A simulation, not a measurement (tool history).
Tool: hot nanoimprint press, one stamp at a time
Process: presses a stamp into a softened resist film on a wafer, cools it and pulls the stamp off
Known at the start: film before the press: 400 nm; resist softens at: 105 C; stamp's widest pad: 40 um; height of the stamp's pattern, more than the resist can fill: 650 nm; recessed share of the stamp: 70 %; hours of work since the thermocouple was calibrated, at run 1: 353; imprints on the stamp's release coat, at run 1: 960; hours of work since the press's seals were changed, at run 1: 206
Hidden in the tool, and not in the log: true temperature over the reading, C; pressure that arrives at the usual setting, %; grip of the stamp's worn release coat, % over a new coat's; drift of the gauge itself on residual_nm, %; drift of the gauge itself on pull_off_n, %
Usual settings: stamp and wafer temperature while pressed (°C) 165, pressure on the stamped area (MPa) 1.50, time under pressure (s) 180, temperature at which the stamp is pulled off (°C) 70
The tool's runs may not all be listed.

run	hour	stamp and wafer temperature while pressed (°C)	pressure on the stamped area (MPa)	time under pressure (s)	temperature at which the stamp is pulled off (°C)	hours of work since the thermocouple was calibrated	imprints on the stamp's release coat	hours of work since the press's seals were changed	resist left under the stamp's widest pad (angstrom)	greatest force while the stamp is pulled off (N)
1	0.0	165	1.50	180	70	353	960	206	1591	208
# hour 16.2: stamp cleaned and given a new release coat
2	59.6	165	1.50	112	70	386	155	239	1881	151
# hour 70.4: plate thermocouple calibrated
3	115.6	165	1.50	112	70	28	343	273	1842	154
4	160.3	165	1.50	112	70	56	502	301	1838	172
5	194.4	165	1.50	112	70	78	623	322	1855	174
6	241.1	165	1.50	112	70	107	789	351	1882	196
7	289.2	165	1.50	180	70	137	960	381	1567	204
# hour 304.1: stamp cleaned and given a new release coat
8	349.8	165	1.50	180	70	171	162	416	1568	157
9	405.8	165	1.50	180	76	206	361	451	1569	139
10	450.8	165	1.50	180	76	234	521	479	1584	148
11	484.2	165	1.50	180	76	255	640	500	1587	154
12	521.1	165	1.50	180	76	278	771	523	1595	161
13	567.6	165	1.50	180	76	308	936	552	1615	172
# hour 590.7: stamp cleaned and given a new release coat
14	600.1	165	1.50	180	76	324	34	569	1601	127
15	653.5	165	1.50	180	76	358	224	602	1603	131
16	683.5	165	1.50	180	76	376	330	621	1620	144
# hour 713.1: plate thermocouple calibrated
17	744.7	155	0.94	148	70	20	537	657	3170	168
18	777.4	154	2.18	340	61	40	653	678	2023	216
19	808.3	154	2.18	340	61	60	763	697	2023	229
20	857.4	154	2.18	340	61	90	938	728	2030	243
# hour 879.4: stamp cleaned and given a new release coat
21	912.6	173	1.50	180	58	121	118	759	971	185
22	941.2	173	1.50	180	58	139	219	777	980	199
23	967.5	165	1.50	294	71	156	313	793	1278	157
24	998.6	165	1.50	294	71	175	423	813	1282	163
25	1053.3	165	1.50	206	71	209	618	847	1497	175
26	1083.9	160	1.50	195	63	228	726	866	2012	216
27	1108.0	160	1.50	195	63	244	812	881	2052	224
28	1140.8	155	2.07	132	70	264	929	902	2651	197
# hour 1163.4: stamp cleaned and given a new release coat
29	1203.9	166	1.50	275	64	300	144	937	1271	173

Forecast each of these 4 alternatives for the next run:
A	1241.3	169	1.50	275	64	323	277	961	?	?
B	1241.3	162	2.23	180	70	323	277	961	?	?
C	1241.3	165	1.50	180	77	323	277	961	?	?
D	1241.3	165	1.50	268	70	323	277	961	?	?

run	resist left under the stamp's widest pad (angstrom)	greatest force while the stamp is pulled off (N)
A	1068	190
B	1597	157
C	1601	130
D	1368	167
Without the tool's hidden state the same runs would have given:
run	resist left under the stamp's widest pad (angstrom)	greatest force while the stamp is pulled off (N)
A	1018	169
B	1507	140
C	1528	115
D	1304	148
